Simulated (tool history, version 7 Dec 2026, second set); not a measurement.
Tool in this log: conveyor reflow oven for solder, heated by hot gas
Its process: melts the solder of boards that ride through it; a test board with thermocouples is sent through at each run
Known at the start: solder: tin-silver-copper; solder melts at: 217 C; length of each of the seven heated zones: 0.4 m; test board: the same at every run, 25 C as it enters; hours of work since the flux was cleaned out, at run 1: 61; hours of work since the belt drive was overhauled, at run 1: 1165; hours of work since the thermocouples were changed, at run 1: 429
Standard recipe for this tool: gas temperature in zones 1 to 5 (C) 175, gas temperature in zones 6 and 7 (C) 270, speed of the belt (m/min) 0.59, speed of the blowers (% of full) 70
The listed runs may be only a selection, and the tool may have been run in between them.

| run | hour | gas temperature in zones 1 to 5 (C) | gas temperature in zones 6 and 7 (C) | speed of the belt (m/min) | speed of the blowers (% of full) | hours of work since the flux was cleaned out | hours of work since the belt drive was overhauled | hours of work since the thermocouples were changed | highest temperature of the board (C) | time above the solder's melting point (s) |
|---|---|---|---|---|---|---|---|---|---|---|
| 1 | 0 | 175 | 270 | 0.59 | 70 | 61 | 1165 | 429 | 249.7 | 58.7 |
|  | 10.5 | belt drive overhauled, speed set with a stopwatch |
| 2 | 89.1 | 175 | 270 | 0.59 | 70 | 118 | 52 | 485 | 249.5 | 57 |
| 3 | 176 | 165 | 270 | 0.59 | 70 | 175 | 110 | 543 | 245.9 | 50.8 |
|  | 199.4 | flux residue cleaned out of gas plates and filters |
| 4 | 226.1 | 165 | 270 | 0.59 | 70 | 18 | 139 | 573 | 246.6 | 52 |
| 5 | 320.8 | 165 | 270 | 0.59 | 70 | 80 | 202 | 636 | 246.7 | 51.3 |
| 6 | 414.5 | 165 | 270 | 0.59 | 70 | 142 | 264 | 698 | 246.1 | 50.4 |
| 7 | 470.2 | 165 | 270 | 0.59 | 70 | 179 | 301 | 735 | 244.6 | 50.8 |
|  | 482.7 | flux residue cleaned out of gas plates and filters |
| 8 | 536.9 | 165 | 270 | 0.59 | 70 | 36 | 342 | 775 | 246.5 | 51.4 |
| 9 | 583.5 | 165 | 270 | 0.59 | 70 | 67 | 373 | 806 | 246.4 | 51.3 |
| 10 | 650 | 165 | 270 | 0.59 | 70 | 111 | 417 | 850 | 246.1 | 51.3 |
| 11 | 707 | 165 | 270 | 0.59 | 70 | 149 | 455 | 888 | 245.3 | 51 |
|  | 767.1 | flux residue cleaned out of gas plates and filters |
|  | 778.4 | thermocouples of zones 6 and 7 changed |
| 12 | 802.6 | 165 | 270 | 0.59 | 70 | 22 | 513 | 16 | 248.6 | 53.5 |
| 13 | 846 | 175 | 270 | 0.474 | 53 | 51 | 542 | 45 | 253.5 | 76.8 |
| 14 | 898.5 | 175 | 272 | 0.631 | 79 | 86 | 577 | 80 | 251.4 | 55.5 |
| 15 | 949.1 | 175 | 280 | 0.631 | 79 | 119 | 610 | 113 | 257.2 | 59.7 |

Consider 5 possible next runs. They are alternatives, not a sequence: every one starts from the tool as it was left by run 15. What does each give?
| A | 1046.7 | 175 | 279 | 0.544 | 70 | 184 | 675 | 178 | ? | ? |
| B | 1046.7 | 165 | 280 | 0.595 | 69 | 184 | 675 | 178 | ? | ? |
| C | 1046.7 | 188 | 270 | 0.691 | 70 | 184 | 675 | 178 | ? | ? |
| D | 1046.7 | 175 | 280 | 0.687 | 79 | 184 | 675 | 178 | ? | ? |
| E | 1046.7 | 186 | 262 | 0.584 | 70 | 184 | 675 | 178 | ? | ? |

| run | highest temperature of the board (C) | time above the solder's melting point (s) |
|---|---|---|
| A | 259.5 | 71.9 |
| B | 255.4 | 57.9 |
| C | 246 | 50.4 |
| D | 252.8 | 51.6 |
| E | 245.5 | 60.4 |
With no hidden state in the tool, these same runs would have given:
| run | highest temperature of the board (C) | time above the solder's melting point (s) |
|---|---|---|
| A | 260.5 | 72.1 |
| B | 256.6 | 58.5 |
| C | 247 | 51.1 |
| D | 254.1 | 52.2 |
| E | 246.4 | 61 |
